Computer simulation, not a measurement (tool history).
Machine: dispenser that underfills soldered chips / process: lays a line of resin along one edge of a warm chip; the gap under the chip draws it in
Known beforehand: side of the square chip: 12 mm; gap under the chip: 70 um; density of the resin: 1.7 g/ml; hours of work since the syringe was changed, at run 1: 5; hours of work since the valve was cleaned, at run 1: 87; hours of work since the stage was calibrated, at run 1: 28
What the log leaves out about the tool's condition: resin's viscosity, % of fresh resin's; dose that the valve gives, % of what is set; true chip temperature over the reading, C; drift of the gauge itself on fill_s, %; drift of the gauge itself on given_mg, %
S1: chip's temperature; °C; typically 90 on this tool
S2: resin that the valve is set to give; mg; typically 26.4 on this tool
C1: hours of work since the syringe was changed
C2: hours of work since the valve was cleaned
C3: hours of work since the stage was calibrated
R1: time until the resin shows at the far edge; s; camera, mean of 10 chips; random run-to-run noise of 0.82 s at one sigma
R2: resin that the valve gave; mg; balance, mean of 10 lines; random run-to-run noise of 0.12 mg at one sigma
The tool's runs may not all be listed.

run	hour	S1	S2	C1	C2	C3	R1	R2
1	0.0	90	26.4	5	87	28	104.1	25.43
# hour 2.3: new syringe of resin
2	5.4	90	26.4	3	91	32	86.3	25.48
3	8.8	95	26.4	5	94	35	86.9	25.44
# hour 11.3: new syringe of resin
4	11.4	95	26.4	0	96	37	65.1	25.30
5	16.8	90	26.4	4	100	41	100.3	25.43
# hour 20.5: new syringe of resin
# hour 21.9: dispensing valve cleaned and set on the balance
6	22.1	90	26.4	0	0	44	76.4	26.50
7	26.5	90	23.2	4	4	48	96.5	22.87
8	29.9	90	30.4	7	6	50	109.8	30.02
# hour 30.7: new syringe of resin
9	33.0	90	23.9	2	9	53	84.7	23.79
10	35.9	90	28.8	4	11	55	94.7	28.56
# hour 39.6: new syringe of resin
11	40.3	90	28.8	1	14	58	76.7	28.52
12	45.0	77	26.4	4	18	62	149.5	26.00
# hour 48.6: new syringe of resin
13	50.6	77	26.4	2	22	66	127.0	26.24
14	53.5	77	29.0	4	24	69	142.3	28.82
15	55.7	103	23.3	6	26	70	69.6	22.76
# hour 57.6: new syringe of resin
16	58.3	102	28.7	1	28	72	52.7	28.29
17	62.9	89	30.2	4	32	76	96.7	29.61
# hour 66.6: new syringe of resin
18	67.9	89	30.2	1	36	80	80.6	29.52
19	70.8	79	25.7	3	38	82	132.0	25.18
20	74.6	79	25.7	6	41	85	155.3	25.24
# hour 75.8: new syringe of resin
21	78.6	79	25.7	2	44	88	121.9	25.12
22	82.9	84	24.8	6	47	91	127.5	24.34
# hour 85.1: new syringe of resin
23	85.4	92	23.7	0	49	93	72.7	23.09
24	88.3	85	30.4	3	51	95	102.5	29.79
25	91.1	85	30.4	5	54	98	112.5	29.46
# hour 94.2: new syringe of resin
26	96.8	85	30.4	2	58	102	97.3	29.45
27	99.7	85	30.4	4	60	104	112.7	29.55
28	102.7	91	31.6	7	63	107	106.3	30.61

For each run, the measured value with the value that run would have given without the tool's hidden condition subtracted. The run-to-run variation is shared by both, the gauge scatter possibly not:
run	R1	R2
1	+27.8	-0.96
2	+11.3	-1.00
3	+22.3	-1.04
4	+1.1	-1.06
5	+23.2	-1.11
6	+1.5	-0.08
7	+19.3	-0.10
8	+34.3	-0.17
9	+8.2	-0.16
10	+19.8	-0.22
11	+1.6	-0.26
12	+31.3	-0.28
13	+8.3	-0.33
14	+25.3	-0.39
15	+18.1	-0.33
16	+1.8	-0.43
17	+20.9	-0.50
18	+3.3	-0.54
19	+21.5	-0.49
20	+46.0	-0.53
21	+12.2	-0.55
22	+33.5	-0.57
23	-0.1	-0.56
24	+11.8	-0.76
25	+25.3	-0.78
26	+10.5	-0.84
27	+24.5	-0.87
28	+33.6	-0.93

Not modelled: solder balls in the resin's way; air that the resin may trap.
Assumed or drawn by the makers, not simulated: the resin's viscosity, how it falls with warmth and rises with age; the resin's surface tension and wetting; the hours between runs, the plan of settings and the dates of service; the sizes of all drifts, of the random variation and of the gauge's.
